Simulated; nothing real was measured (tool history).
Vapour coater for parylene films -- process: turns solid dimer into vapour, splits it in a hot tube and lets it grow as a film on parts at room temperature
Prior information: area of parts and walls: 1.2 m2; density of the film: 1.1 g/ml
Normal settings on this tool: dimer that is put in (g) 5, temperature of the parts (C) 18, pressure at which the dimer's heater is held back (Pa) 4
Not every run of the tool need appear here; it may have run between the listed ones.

run   hour  dimer that is put in (g)  temperature of the parts (C)  pressure at which the dimer's heater is held back (Pa)  thickness of the film (um)
  1      0                         5                            18                                                       4                        1.97
      45.5  -- trap's valve overhauled
  2   45.5                         5                            18                                                       4                        2.18
  3   70.4                         5                            18                                                       4                        2.18
  4  109.1                         5                            18                                                       4                        2.19
  5  144.1                         5                            18                                                       4                        2.17
  6  178.8                         5                            18                                                       4                        2.16
  7  203.8                         5                            18                                                       4                        2.16
  8  235.1                         5                            18                                                       4                        2.16
  9  255.6                         5                            18                                                       4                        2.17
 10    294                         5                            18                                                       4                        2.17
 11  317.9                         5                            18                                                       4                        2.15
 12  350.1                         5                            18                                                       4                        2.14

What does the tool deliver on the next run?
 13  369.4                         3                            18                                                       4                           ?

thickness of the film (um): 1.31
With no hidden state in the tool, this same run would have given thickness of the film (um) 1.33.
